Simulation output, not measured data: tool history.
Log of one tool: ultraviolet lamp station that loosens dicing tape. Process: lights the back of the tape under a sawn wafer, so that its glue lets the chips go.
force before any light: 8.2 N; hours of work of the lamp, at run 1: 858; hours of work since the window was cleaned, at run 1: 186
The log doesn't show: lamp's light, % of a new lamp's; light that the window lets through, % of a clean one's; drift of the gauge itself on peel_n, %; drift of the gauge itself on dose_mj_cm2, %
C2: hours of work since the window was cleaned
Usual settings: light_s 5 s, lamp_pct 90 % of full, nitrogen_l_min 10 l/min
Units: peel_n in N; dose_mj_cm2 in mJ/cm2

run 1 hour=0.0 | light_s=5 lamp_pct=90 nitrogen_l_min=10 | hours_of_work_of_the_lamp=858 C2=186 | peel_n=0.437 dose_mj_cm2=162
run 2 hour=75.6 | light_s=5 lamp_pct=90 nitrogen_l_min=10 | hours_of_work_of_the_lamp=896 C2=224 | peel_n=0.438 dose_mj_cm2=156
run 3 hour=147.9 | light_s=5 lamp_pct=90 nitrogen_l_min=10 | hours_of_work_of_the_lamp=932 C2=260 | peel_n=0.466 dose_mj_cm2=154
-- hour=172.5 window cleaned of glue's vapour
run 4 hour=201.0 | light_s=5 lamp_pct=90 nitrogen_l_min=10 | hours_of_work_of_the_lamp=959 C2=14 | peel_n=0.352 dose_mj_cm2=174
run 5 hour=236.8 | light_s=5 lamp_pct=90 nitrogen_l_min=10 | hours_of_work_of_the_lamp=977 C2=32 | peel_n=0.360 dose_mj_cm2=171
run 6 hour=312.6 | light_s=5 lamp_pct=90 nitrogen_l_min=10 | hours_of_work_of_the_lamp=1015 C2=71 | peel_n=0.387 dose_mj_cm2=163
-- hour=334.4 lamp changed
run 7 hour=396.5 | light_s=6 lamp_pct=94 nitrogen_l_min=4 | hours_of_work_of_the_lamp=31 C2=113 | peel_n=0.305 dose_mj_cm2=262
run 8 hour=439.8 | light_s=6 lamp_pct=94 nitrogen_l_min=4 | hours_of_work_of_the_lamp=53 C2=135 | peel_n=0.301 dose_mj_cm2=258
run 9 hour=523.4 | light_s=5 lamp_pct=82 nitrogen_l_min=15 | hours_of_work_of_the_lamp=95 C2=177 | peel_n=0.233 dose_mj_cm2=179
run 10 hour=587.0 | light_s=2 lamp_pct=88 nitrogen_l_min=19 | hours_of_work_of_the_lamp=128 C2=209 | peel_n=1.221 dose_mj_cm2=76
run 11 hour=633.8 | light_s=2 lamp_pct=88 nitrogen_l_min=19 | hours_of_work_of_the_lamp=151 C2=233 | peel_n=1.322 dose_mj_cm2=76
run 12 hour=675.6 | light_s=2 lamp_pct=66 nitrogen_l_min=12 | hours_of_work_of_the_lamp=172 C2=254 | peel_n=2.588 dose_mj_cm2=58

3 ways to go on from here, each from the tool as it stands after run 12. What would each give?
-- hour=711.7 window cleaned of glue's vapour
run A hour=741.4 | light_s=9 lamp_pct=90 nitrogen_l_min=10 | hours_of_work_of_the_lamp=205 C2=15 | peel_n=? dose_mj_cm2=?
-- hour=711.7 window cleaned of glue's vapour
run B hour=741.4 | light_s=5 lamp_pct=81 nitrogen_l_min=10 | hours_of_work_of_the_lamp=205 C2=15 | peel_n=? dose_mj_cm2=?
-- hour=711.7 window cleaned of glue's vapour
run C hour=741.4 | light_s=3 lamp_pct=66 nitrogen_l_min=10 | hours_of_work_of_the_lamp=205 C2=15 | peel_n=? dose_mj_cm2=?

run=A peel_n=0.143 dose_mj_cm2=385
run=B peel_n=0.275 dose_mj_cm2=191
run=C peel_n=1.216 dose_mj_cm2=98
Without the tool's hidden state the same runs would have given:
run=A peel_n=0.142 dose_mj_cm2=416
run=B peel_n=0.236 dose_mj_cm2=206
run=C peel_n=1.056 dose_mj_cm2=106
